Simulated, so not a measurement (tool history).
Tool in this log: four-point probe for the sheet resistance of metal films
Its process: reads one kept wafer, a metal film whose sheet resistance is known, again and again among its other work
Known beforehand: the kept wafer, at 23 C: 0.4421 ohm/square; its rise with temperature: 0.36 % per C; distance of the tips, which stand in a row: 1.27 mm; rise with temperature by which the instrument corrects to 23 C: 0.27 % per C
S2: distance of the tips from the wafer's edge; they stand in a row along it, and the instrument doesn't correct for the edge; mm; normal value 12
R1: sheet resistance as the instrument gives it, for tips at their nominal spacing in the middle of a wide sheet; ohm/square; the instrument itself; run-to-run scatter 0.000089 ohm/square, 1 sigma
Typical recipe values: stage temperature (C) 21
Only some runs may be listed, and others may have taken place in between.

Run 1, hour 0: usual settings. Result: R1 0.441953 ohm/square.
Run 2, hour 32.1: usual settings. Result: R1 0.44178 ohm/square.
Run 3, hour 68.4: usual settings but S2 14 mm. Result: R1 0.441007 ohm/square.
Run 4, hour 104.4: usual settings. Result: R1 0.44175 ohm/square.
Run 5, hour 126.6: usual settings. Result: R1 0.441649 ohm/square.
Run 6, hour 169: usual settings. Result: R1 0.44161 ohm/square.
Run 7, hour 186.7: usual settings but stage temperature (C) 19. Result: R1 0.44085 ohm/square.
Run 8, hour 222.6: usual settings but stage temperature (C) 19. Result: R1 0.440727 ohm/square.
Run 9, hour 258: usual settings but stage temperature (C) 27. Result: R1 0.443915 ohm/square.
Run 10, hour 280.6: usual settings but stage temperature (C) 27, S2 27 mm. Result: R1 0.441901 ohm/square.
Run 11, hour 309.6: usual settings but stage temperature (C) 32, S2 68 mm. Result: R1 0.443316 ohm/square.
Run 12, hour 345.7: usual settings but stage temperature (C) 32, S2 68 mm. Result: R1 0.443292 ohm/square.
Run 13, hour 373.4: usual settings but stage temperature (C) 32, S2 68 mm. Result: R1 0.443237 ohm/square.
Run 14, hour 402.1: usual settings but stage temperature (C) 23, S2 4 mm. Result: R1 0.462019 ohm/square.
Run 15, hour 439.1: usual settings but S2 18 mm. Result: R1 0.439906 ohm/square.
Run 16, hour 469.8: usual settings but stage temperature (C) 35, S2 8 mm. Result: R1 0.450082 ohm/square.
Run 17, hour 500.1: usual settings but stage temperature (C) 20, S2 10 mm. Result: R1 0.441818 ohm/square.

Predict each of these 4 candidate next runs independently; none follows another, all start after run 17:
Run A, hour 537.9: usual settings but stage temperature (C) 28, S2 4 mm. Result: R1 ?.
Run B, hour 537.9: usual settings but stage temperature (C) 20. Result: R1 ?.
Run C, hour 537.9: usual settings but stage temperature (C) 24. Result: R1 ?.
Run D, hour 537.9: usual settings but S2 62 mm. Result: R1 ?.

run        R1
  A  0.463946
  B  0.440796
  C  0.442517
  D  0.438724
Had the tool no hidden state, the same runs would have come out as:
run        R1
  A  0.466847
  B  0.443564
  C  0.445295
  D   0.44148

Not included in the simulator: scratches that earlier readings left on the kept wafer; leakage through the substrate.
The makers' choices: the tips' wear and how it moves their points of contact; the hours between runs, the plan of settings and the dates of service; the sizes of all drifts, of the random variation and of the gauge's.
